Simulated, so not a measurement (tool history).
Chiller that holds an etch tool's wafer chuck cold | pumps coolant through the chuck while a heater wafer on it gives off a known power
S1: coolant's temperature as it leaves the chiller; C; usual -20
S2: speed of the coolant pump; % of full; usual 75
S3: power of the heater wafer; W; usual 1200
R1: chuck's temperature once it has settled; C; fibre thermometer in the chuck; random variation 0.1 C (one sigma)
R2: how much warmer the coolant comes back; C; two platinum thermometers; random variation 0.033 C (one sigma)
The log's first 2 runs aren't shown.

run,hour,S1,S2,S3,R1,R2
# hour 160.1: chiller's thermometer calibrated
3,186.4,-20,65,1200,-11.0,4.88
4,267.6,-20,65,1200,-11.1,4.85
5,332.4,-20,65,1200,-11.0,4.83
6,437.8,-11,65,1200,-2.0,4.88
7,546.6,-20,75,1682,-8.7,5.93
8,638.1,-20,75,1682,-8.6,5.97
9,733.2,-20,75,1200,-11.9,4.28
10,797.8,-20,75,1200,-11.8,4.23
11,898.8,-20,64,1200,-11.1,4.96
12,951.7,-20,64,1200,-10.9,5.00
13,1041.6,-20,97,1200,-13.2,3.33
14,1089.5,-20,75,1200,-12.1,4.36
15,1191.5,-20,75,1200,-12.0,4.23
16,1277.6,-20,75,1192,-11.7,4.28
17,1379.1,-25,78,1200,-17.0,4.22
18,1485.3,-19,92,1243,-11.7,3.62

Run 19 comes next. What will it give?
19,1568.5,-27,92,779,?,?

R1: -22.2 C
R2: 2.41 C
Without the tool's hidden state the same run would have given R1 -22.3 C, R2 2.29 C.

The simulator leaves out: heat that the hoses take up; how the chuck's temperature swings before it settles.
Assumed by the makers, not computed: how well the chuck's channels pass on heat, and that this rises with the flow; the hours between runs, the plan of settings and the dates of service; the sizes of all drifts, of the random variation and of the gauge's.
